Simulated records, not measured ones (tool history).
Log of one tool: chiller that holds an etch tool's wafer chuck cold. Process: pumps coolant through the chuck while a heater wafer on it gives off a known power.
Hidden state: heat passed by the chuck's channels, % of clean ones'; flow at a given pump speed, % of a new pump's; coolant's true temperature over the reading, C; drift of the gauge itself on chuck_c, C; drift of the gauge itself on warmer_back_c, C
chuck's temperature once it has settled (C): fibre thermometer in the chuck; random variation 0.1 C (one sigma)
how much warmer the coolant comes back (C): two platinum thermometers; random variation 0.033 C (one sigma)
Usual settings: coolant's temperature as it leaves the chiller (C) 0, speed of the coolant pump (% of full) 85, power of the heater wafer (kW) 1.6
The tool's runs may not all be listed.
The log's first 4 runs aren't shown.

run,hour,coolant's temperature as it leaves the chiller (C),speed of the coolant pump (% of full),power of the heater wafer (kW),hours since the coolant was changed and the channels were flushed,hours since the pump was overhauled,hours since the chiller's thermometer was calibrated,chuck's temperature once it has settled (C),how much warmer the coolant comes back (C)
5,525.7,0,85,1.6,379,1388,2956,10.5,4.27
6,716.6,0,85,1.6,570,1579,3147,10.6,4.29
7,854.9,0,85,0.895,708,1717,3285,5.8,2.41
8,960,0,85,0.895,813,1822,3390,5.9,2.44
9,1043,0,85,0.895,896,1905,3473,5.6,2.41
10,1125.2,0,85,0.895,978,1987,3555,5.9,2.42
11,1224.5,0,85,1.6,1077,2086,3654,10.5,4.34
12,1337.1,0,85,1.6,1190,2199,3767,10.6,4.35
13,1452.4,0,85,1.6,1305,2314,3882,10.6,4.31
14,1544.7,-10,85,1.6,1398,2407,3975,0.9,4.33
15,1640.5,0,85,1.6,1493,2502,4070,10.8,4.28
16,1806.2,0,85,1.6,1659,2668,4236,11.1,4.34
17,1928.1,0,85,1.6,1781,2790,4358,10.7,4.35
18,2057.3,10,85,1.601,1910,2919,4487,21,4.35
19,2189.9,-7,74,0.845,2043,3052,4620,-0.7,2.62
20,2321.1,-7,74,0.845,2174,3183,4751,-0.8,2.66
21,2425.3,-7,74,0.845,2278,3287,4855,-0.7,2.65

The next listed run, before its measurement:
22,2538.5,-8,75,1.621,2391,3400,4968,?,?

chuck's temperature once it has settled (C): 4.6
how much warmer the coolant comes back (C): 5.02
Without the tool's hidden state the same run would have given chuck's temperature once it has settled (C) 4.3, how much warmer the coolant comes back (C) 4.87.
